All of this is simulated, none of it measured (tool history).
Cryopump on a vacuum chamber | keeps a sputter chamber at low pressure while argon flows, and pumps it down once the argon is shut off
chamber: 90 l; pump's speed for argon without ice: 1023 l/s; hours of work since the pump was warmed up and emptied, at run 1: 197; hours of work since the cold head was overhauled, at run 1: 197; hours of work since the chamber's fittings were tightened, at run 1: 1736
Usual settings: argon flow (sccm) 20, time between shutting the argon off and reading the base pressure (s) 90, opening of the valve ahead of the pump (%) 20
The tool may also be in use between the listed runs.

| run | hour | argon flow (sccm) | time between shutting the argon off and reading the base pressure (s) | opening of the valve ahead of the pump (%) | hours of work since the pump was warmed up and emptied | hours of work since the cold head was overhauled | hours of work since the chamber's fittings were tightened | pressure while argon flows (Pa) | pressure after the wait (uPa) |
|---|---|---|---|---|---|---|---|---|---|
| 1 | 0 | 20 | 90 | 20 | 197 | 197 | 1736 | 0.1666 | 2.48 |
| 2 | 28 | 20 | 90 | 20 | 217 | 217 | 1757 | 0.168 | 2.52 |
| 3 | 43.1 | 20 | 90 | 20 | 229 | 229 | 1768 | 0.1689 | 2.59 |
| 4 | 70 | 20 | 90 | 20 | 249 | 249 | 1788 | 0.1685 | 2.57 |
| 5 | 83.2 | 20 | 90 | 20 | 258 | 258 | 1797 | 0.1677 | 2.55 |
| 6 | 104.4 | 20 | 90 | 20 | 274 | 274 | 1813 | 0.1684 | 2.58 |
| 7 | 136.7 | 20 | 90 | 20 | 298 | 298 | 1837 | 0.1692 | 2.64 |
| 8 | 155.1 | 20 | 90 | 20 | 311 | 311 | 1851 | 0.1697 | 2.66 |
| 9 | 182.7 | 20 | 90 | 20 | 332 | 332 | 1871 | 0.1708 | 2.69 |
| 10 | 207.4 | 20 | 90 | 21 | 350 | 350 | 1889 | 0.1617 | 2.69 |
| 11 | 222.8 | 16 | 90 | 59 | 361 | 361 | 1901 | 0.0494 | 2.74 |
| 12 | 236.9 | 8 | 22 | 33 | 372 | 372 | 1911 | 0.0424 | 6.49 |
| 13 | 266.9 | 8 | 22 | 33 | 394 | 394 | 1933 | 0.0428 | 6.54 |
| 14 | 294.9 | 8 | 22 | 33 | 415 | 415 | 1954 | 0.0434 | 6.57 |
| 15 | 319.1 | 29 | 22 | 43 | 432 | 432 | 1972 | 0.1216 | 6.65 |
| 16 | 332.8 | 29 | 22 | 43 | 443 | 443 | 1982 | 0.1212 | 6.62 |
| 17 | 360.4 | 11 | 22 | 23 | 463 | 463 | 2002 | 0.0828 | 6.64 |

Forecast run 18:
| 18 | 380.8 | 11 | 284 | 36 | 478 | 478 | 2017 | ? | ? |

Run 18 gave pressure while argon flows (Pa) 0.0547, pressure after the wait (uPa) 1.95.
Without the tool's hidden state the same run would have given pressure while argon flows (Pa) 0.0505, pressure after the wait (uPa) 0.65.
